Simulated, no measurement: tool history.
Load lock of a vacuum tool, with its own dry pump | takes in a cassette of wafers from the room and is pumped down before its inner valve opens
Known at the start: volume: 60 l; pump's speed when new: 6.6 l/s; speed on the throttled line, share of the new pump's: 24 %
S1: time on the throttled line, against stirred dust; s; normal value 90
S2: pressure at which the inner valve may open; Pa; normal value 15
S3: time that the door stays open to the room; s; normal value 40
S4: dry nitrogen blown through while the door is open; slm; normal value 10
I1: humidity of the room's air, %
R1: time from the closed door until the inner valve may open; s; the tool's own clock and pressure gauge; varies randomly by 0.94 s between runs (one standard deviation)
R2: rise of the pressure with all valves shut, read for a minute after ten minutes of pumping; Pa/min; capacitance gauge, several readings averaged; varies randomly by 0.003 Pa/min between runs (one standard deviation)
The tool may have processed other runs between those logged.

run,day,S1,S2,S3,S4,I1,R1,R2
1,0,90,15,40,10,46.6,158.4,0.045
2,6.862,90,15,40,10,48.5,161.1,0.045
3,13.633,90,15,40,10,42.8,161.4,0.041
4,25.388,90,15,40,15,43.1,162.1,0.042
5,33.504,90,15,40,15,43.4,161.7,0.047
6,40.204,155,15,40,10,44,208,0.042
7,50.271,90,15,40,4,47.1,163,0.05
8,60.104,90,15,40,4,42.3,162,0.05
9,65.208,90,15,40,4,47.6,161.7,0.055
10,74.388,90,15,40,4,43.4,162.3,0.057
11,83.917,90,15,40,4,43.2,161.5,0.054
12,94.621,90,15,40,4,46.4,163,0.057
13,105.379,90,22,40,10,46.2,159.3,0.05
14,111.058,90,22,40,14,43.1,159.3,0.052
15,118.662,90,15,40,10,43.9,162.9,0.059
16,129.475,90,15,40,10,44.3,164.8,0.052
# day 136.012: dry pump taken out, an overhauled one fitted
17,139.033,90,15,40,10,42.4,149.9,0.056
18,145.796,90,15,40,7,48.8,148.5,0.061
19,151.817,146,22,82,35,43.5,186.3,0.059
20,160.833,52,17,137,13,45.2,120.6,0.081
21,165.817,52,17,137,13,45.4,120.8,0.081
22,171.188,90,13,40,10,49.3,151.1,0.058
23,178.5,90,13,40,10,43.9,151.5,0.063

For run 24, what comes out?
24,186.458,90,13,40,10,44.1,?,?

Run 24 gave R1 151.1 s, R2 0.069 Pa/min.
With no hidden state in the tool, this same run would have given R1 149.3 s, R2 0.026 Pa/min.
